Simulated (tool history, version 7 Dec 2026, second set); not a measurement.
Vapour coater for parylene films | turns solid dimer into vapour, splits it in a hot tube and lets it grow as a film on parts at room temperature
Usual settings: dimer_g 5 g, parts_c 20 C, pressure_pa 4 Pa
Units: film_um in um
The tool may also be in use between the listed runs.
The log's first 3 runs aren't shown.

run 4 hour=92.9 | dimer_g=4 parts_c=20 pressure_pa=4 | film_um=3.37
run 5 hour=149.9 | dimer_g=4 parts_c=20 pressure_pa=4 | film_um=3.34
run 6 hour=186 | dimer_g=4 parts_c=20 pressure_pa=4 | film_um=3.32
run 7 hour=218.4 | dimer_g=4 parts_c=20 pressure_pa=4 | film_um=3.31
run 8 hour=278 | dimer_g=4 parts_c=20 pressure_pa=4 | film_um=3.33
run 9 hour=332.2 | dimer_g=4 parts_c=20 pressure_pa=4 | film_um=3.27
run 10 hour=364.7 | dimer_g=4 parts_c=20 pressure_pa=4.51 | film_um=3.23
run 11 hour=399 | dimer_g=5 parts_c=13 pressure_pa=4 | film_um=5.09
run 12 hour=459.5 | dimer_g=5 parts_c=13 pressure_pa=4 | film_um=5.01
-- hour=482.1 trap's valve overhauled
run 13 hour=496.8 | dimer_g=5 parts_c=20 pressure_pa=3.98 | film_um=4.3
run 14 hour=554.4 | dimer_g=5 parts_c=29 pressure_pa=3.98 | film_um=3.08
run 15 hour=601.3 | dimer_g=5 parts_c=29 pressure_pa=3.98 | film_um=3.07
run 16 hour=654.4 | dimer_g=5 parts_c=20 pressure_pa=4 | film_um=4.23
run 17 hour=689.2 | dimer_g=7 parts_c=23 pressure_pa=9.76 | film_um=4.5
run 18 hour=731.8 | dimer_g=7 parts_c=23 pressure_pa=9.76 | film_um=4.44
run 19 hour=773.1 | dimer_g=5 parts_c=23 pressure_pa=6.55 | film_um=3.48
run 20 hour=809.6 | dimer_g=5 parts_c=20 pressure_pa=5.38 | film_um=3.91
run 21 hour=857 | dimer_g=2 parts_c=20 pressure_pa=4.47 | film_um=1.59
run 22 hour=896.6 | dimer_g=2 parts_c=21 pressure_pa=4.73 | film_um=1.53
run 23 hour=952.2 | dimer_g=6 parts_c=16 pressure_pa=2.45 | film_um=6.17
run 24 hour=985.7 | dimer_g=6 parts_c=16 pressure_pa=2.45 | film_um=6.13
run 25 hour=1032.3 | dimer_g=6 parts_c=16 pressure_pa=2.45 | film_um=6.09
-- hour=1038.8 table's thermometer calibrated
run 26 hour=1072.3 | dimer_g=5 parts_c=25 pressure_pa=5.2 | film_um=3.13

Run 27 comes next. What will it give?
-- hour=1099.9 trap's valve overhauled
run 27 hour=1102.7 | dimer_g=4 parts_c=18 pressure_pa=8.77 | film_um=?

Run 27 gave film_um 3.24 um.
Without the tool's hidden state the same run would have given film_um 3.24 um.
